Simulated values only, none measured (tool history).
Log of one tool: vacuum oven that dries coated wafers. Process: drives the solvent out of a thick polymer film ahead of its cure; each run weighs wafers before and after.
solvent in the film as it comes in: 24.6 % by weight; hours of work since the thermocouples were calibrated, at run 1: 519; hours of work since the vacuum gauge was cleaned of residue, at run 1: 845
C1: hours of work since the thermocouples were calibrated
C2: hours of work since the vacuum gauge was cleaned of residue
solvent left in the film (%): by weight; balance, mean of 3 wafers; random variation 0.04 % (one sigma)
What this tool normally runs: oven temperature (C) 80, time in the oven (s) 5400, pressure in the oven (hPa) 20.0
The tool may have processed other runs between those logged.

{"run": 1, "hour": 0.0, "oven temperature (C)": 80, "time in the oven (s)": 5400, "pressure in the oven (hPa)": 20.0, "C1": 519, "C2": 845, "solvent left in the film (%)": 3.28}
{"run": 2, "hour": 18.8, "oven temperature (C)": 80, "time in the oven (s)": 5400, "pressure in the oven (hPa)": 20.0, "C1": 534, "C2": 860, "solvent left in the film (%)": 3.27}
{"run": 3, "hour": 34.3, "oven temperature (C)": 80, "time in the oven (s)": 5400, "pressure in the oven (hPa)": 20.0, "C1": 546, "C2": 872, "solvent left in the film (%)": 3.3}
{"run": 4, "hour": 60.6, "oven temperature (C)": 80, "time in the oven (s)": 5400, "pressure in the oven (hPa)": 20.0, "C1": 566, "C2": 892, "solvent left in the film (%)": 3.26}
{"run": 5, "hour": 80.7, "oven temperature (C)": 80, "time in the oven (s)": 5400, "pressure in the oven (hPa)": 26.9, "C1": 582, "C2": 907, "solvent left in the film (%)": 3.46}
{"run": 6, "hour": 97.0, "oven temperature (C)": 95, "time in the oven (s)": 5400, "pressure in the oven (hPa)": 20.0, "C1": 594, "C2": 920, "solvent left in the film (%)": 0.87}
{"run": 7, "hour": 123.4, "oven temperature (C)": 95, "time in the oven (s)": 5400, "pressure in the oven (hPa)": 20.0, "C1": 614, "C2": 940, "solvent left in the film (%)": 0.86}
{"run": 8, "hour": 134.5, "oven temperature (C)": 95, "time in the oven (s)": 5400, "pressure in the oven (hPa)": 20.0, "C1": 623, "C2": 949, "solvent left in the film (%)": 0.92}
{"run": 9, "hour": 157.5, "oven temperature (C)": 80, "time in the oven (s)": 8280, "pressure in the oven (hPa)": 20.0, "C1": 641, "C2": 966, "solvent left in the film (%)": 1.66}
{"run": 10, "hour": 177.0, "oven temperature (C)": 80, "time in the oven (s)": 8280, "pressure in the oven (hPa)": 20.0, "C1": 656, "C2": 981, "solvent left in the film (%)": 1.66}
{"run": 11, "hour": 194.5, "oven temperature (C)": 80, "time in the oven (s)": 8280, "pressure in the oven (hPa)": 20.0, "C1": 669, "C2": 995, "solvent left in the film (%)": 1.65}
{"run": 12, "hour": 221.0, "oven temperature (C)": 80, "time in the oven (s)": 8280, "pressure in the oven (hPa)": 20.0, "C1": 690, "C2": 1015, "solvent left in the film (%)": 1.62}
{"run": 13, "hour": 234.0, "oven temperature (C)": 80, "time in the oven (s)": 8280, "pressure in the oven (hPa)": 20.0, "C1": 700, "C2": 1025, "solvent left in the film (%)": 1.59}
{"run": 14, "hour": 250.3, "oven temperature (C)": 95, "time in the oven (s)": 5400, "pressure in the oven (hPa)": 20.0, "C1": 712, "C2": 1038, "solvent left in the film (%)": 0.91}
{"run": 15, "hour": 277.4, "oven temperature (C)": 95, "time in the oven (s)": 5400, "pressure in the oven (hPa)": 20.0, "C1": 733, "C2": 1059, "solvent left in the film (%)": 0.93}
{"run": 16, "hour": 296.3, "oven temperature (C)": 95, "time in the oven (s)": 5400, "pressure in the oven (hPa)": 20.0, "C1": 748, "C2": 1073, "solvent left in the film (%)": 0.92}
{"run": 17, "hour": 307.4, "oven temperature (C)": 95, "time in the oven (s)": 5400, "pressure in the oven (hPa)": 20.0, "C1": 756, "C2": 1082, "solvent left in the film (%)": 0.95}
{"run": 18, "hour": 322.1, "oven temperature (C)": 95, "time in the oven (s)": 5400, "pressure in the oven (hPa)": 20.0, "C1": 767, "C2": 1093, "solvent left in the film (%)": 0.9}
{"run": 19, "hour": 338.4, "oven temperature (C)": 95, "time in the oven (s)": 5400, "pressure in the oven (hPa)": 20.0, "C1": 780, "C2": 1106, "solvent left in the film (%)": 0.83}
{"run": 20, "hour": 350.7, "oven temperature (C)": 95, "time in the oven (s)": 5400, "pressure in the oven (hPa)": 20.0, "C1": 789, "C2": 1115, "solvent left in the film (%)": 0.91}
{"run": 21, "hour": 362.9, "oven temperature (C)": 80, "time in the oven (s)": 5400, "pressure in the oven (hPa)": 22.3, "C1": 799, "C2": 1125, "solvent left in the film (%)": 3.36}
{"run": 22, "hour": 384.9, "oven temperature (C)": 80, "time in the oven (s)": 5400, "pressure in the oven (hPa)": 22.3, "C1": 816, "C2": 1142, "solvent left in the film (%)": 3.34}
{"run": 23, "hour": 400.5, "oven temperature (C)": 80, "time in the oven (s)": 5400, "pressure in the oven (hPa)": 22.3, "C1": 828, "C2": 1154, "solvent left in the film (%)": 3.25}
{"run": 24, "hour": 415.1, "oven temperature (C)": 80, "time in the oven (s)": 8280, "pressure in the oven (hPa)": 41.4, "C1": 839, "C2": 1165, "solvent left in the film (%)": 2.44}
{"run": 25, "hour": 439.7, "oven temperature (C)": 80, "time in the oven (s)": 8280, "pressure in the oven (hPa)": 41.4, "C1": 858, "C2": 1184, "solvent left in the film (%)": 2.48}
{"run": 26, "hour": 462.7, "oven temperature (C)": 80, "time in the oven (s)": 8280, "pressure in the oven (hPa)": 41.4, "C1": 876, "C2": 1201, "solvent left in the film (%)": 2.46}
{"run": 27, "hour": 475.0, "oven temperature (C)": 92, "time in the oven (s)": 8280, "pressure in the oven (hPa)": 44.5, "C1": 885, "C2": 1211, "solvent left in the film (%)": 1.33}
{"run": 28, "hour": 488.5, "oven temperature (C)": 83, "time in the oven (s)": 5400, "pressure in the oven (hPa)": 20.0, "C1": 895, "C2": 1221, "solvent left in the film (%)": 2.64}
{"run": 29, "hour": 512.7, "oven temperature (C)": 68, "time in the oven (s)": 2940, "pressure in the oven (hPa)": 10.6, "C1": 914, "C2": 1240, "solvent left in the film (%)": 10.66}
{"run": 30, "hour": 533.3, "oven temperature (C)": 91, "time in the oven (s)": 5280, "pressure in the oven (hPa)": 20.0, "C1": 930, "C2": 1256, "solvent left in the film (%)": 1.37}
{"run": 31, "hour": 559.7, "oven temperature (C)": 83, "time in the oven (s)": 5160, "pressure in the oven (hPa)": 20.0, "C1": 950, "C2": 1276, "solvent left in the film (%)": 2.87}
{"run": 32, "hour": 576.2, "oven temperature (C)": 83, "time in the oven (s)": 5400, "pressure in the oven (hPa)": 20.0, "C1": 963, "C2": 1289, "solvent left in the film (%)": 2.64}
{"run": 33, "hour": 591.5, "oven temperature (C)": 83, "time in the oven (s)": 5760, "pressure in the oven (hPa)": 20.0, "C1": 975, "C2": 1301, "solvent left in the film (%)": 2.34}
{"run": 34, "hour": 603.0, "oven temperature (C)": 87, "time in the oven (s)": 5400, "pressure in the oven (hPa)": 10.2, "C1": 984, "C2": 1309, "solvent left in the film (%)": 1.58}
{"run": 35, "hour": 628.8, "oven temperature (C)": 75, "time in the oven (s)": 3600, "pressure in the oven (hPa)": 11.6, "C1": 1003, "C2": 1329, "solvent left in the film (%)": 6.98}
{"run": 36, "hour": 647.9, "oven temperature (C)": 80, "time in the oven (s)": 5700, "pressure in the oven (hPa)": 28.7, "C1": 1018, "C2": 1344, "solvent left in the film (%)": 3.37}
{"run": 37, "hour": 674.6, "oven temperature (C)": 84, "time in the oven (s)": 3300, "pressure in the oven (hPa)": 45.8, "C1": 1039, "C2": 1364, "solvent left in the film (%)": 5.9}
{"run": 38, "hour": 690.1, "oven temperature (C)": 84, "time in the oven (s)": 3300, "pressure in the oven (hPa)": 45.8, "C1": 1051, "C2": 1376, "solvent left in the film (%)": 5.83}
{"run": 39, "hour": 710.2, "oven temperature (C)": 84, "time in the oven (s)": 3300, "pressure in the oven (hPa)": 45.8, "C1": 1066, "C2": 1392, "solvent left in the film (%)": 5.75}
{"run": 40, "hour": 721.3, "oven temperature (C)": 79, "time in the oven (s)": 5400, "pressure in the oven (hPa)": 10.6, "C1": 1075, "C2": 1400, "solvent left in the film (%)": 3.22}
{"run": 41, "hour": 745.6, "oven temperature (C)": 79, "time in the oven (s)": 5400, "pressure in the oven (hPa)": 10.6, "C1": 1093, "C2": 1419, "solvent left in the film (%)": 3.19}
{"run": 42, "hour": 764.8, "oven temperature (C)": 80, "time in the oven (s)": 5400, "pressure in the oven (hPa)": 47.9, "C1": 1108, "C2": 1434, "solvent left in the film (%)": 4.25}
{"run": 43, "hour": 791.8, "oven temperature (C)": 83, "time in the oven (s)": 3180, "pressure in the oven (hPa)": 14.2, "C1": 1129, "C2": 1455, "solvent left in the film (%)": 5.5}
{"run": 44, "hour": 811.9, "oven temperature (C)": 83, "time in the oven (s)": 3180, "pressure in the oven (hPa)": 14.2, "C1": 1144, "C2": 1470, "solvent left in the film (%)": 5.55}
{"run": 45, "hour": 837.7, "oven temperature (C)": 83, "time in the oven (s)": 3180, "pressure in the oven (hPa)": 14.2, "C1": 1164, "C2": 1490, "solvent left in the film (%)": 5.42}
{"run": 46, "hour": 863.2, "oven temperature (C)": 83, "time in the oven (s)": 3180, "pressure in the oven (hPa)": 14.2, "C1": 1184, "C2": 1510, "solvent left in the film (%)": 5.48}

Here are 4 independent what-if runs from the current tool condition. What would each one return?
{"run": "A", "hour": 886.2, "oven temperature (C)": 93, "time in the oven (s)": 3180, "pressure in the oven (hPa)": 15.6, "C1": 1202, "C2": 1527, "solvent left in the film (%)": "?"}
{"run": "B", "hour": 886.2, "oven temperature (C)": 85, "time in the oven (s)": 3780, "pressure in the oven (hPa)": 10.9, "C1": 1202, "C2": 1527, "solvent left in the film (%)": "?"}
{"run": "C", "hour": 886.2, "oven temperature (C)": 80, "time in the oven (s)": 5940, "pressure in the oven (hPa)": 20.0, "C1": 1202, "C2": 1527, "solvent left in the film (%)": "?"}
{"run": "D", "hour": 886.2, "oven temperature (C)": 83, "time in the oven (s)": 9120, "pressure in the oven (hPa)": 77.7, "C1": 1202, "C2": 1527, "solvent left in the film (%)": "?"}

run=A solvent_left_in_the_film_(%)=2.87
run=B solvent_left_in_the_film_(%)=3.71
run=C solvent_left_in_the_film_(%)=2.87
run=D solvent_left_in_the_film_(%)=3.21
Stripped of hidden state, with their random variation kept, the same runs would have yielded:
run=A solvent_left_in_the_film_(%)=2.84
run=B solvent_left_in_the_film_(%)=3.68
run=C solvent_left_in_the_film_(%)=2.83
run=D solvent_left_in_the_film_(%)=3.18

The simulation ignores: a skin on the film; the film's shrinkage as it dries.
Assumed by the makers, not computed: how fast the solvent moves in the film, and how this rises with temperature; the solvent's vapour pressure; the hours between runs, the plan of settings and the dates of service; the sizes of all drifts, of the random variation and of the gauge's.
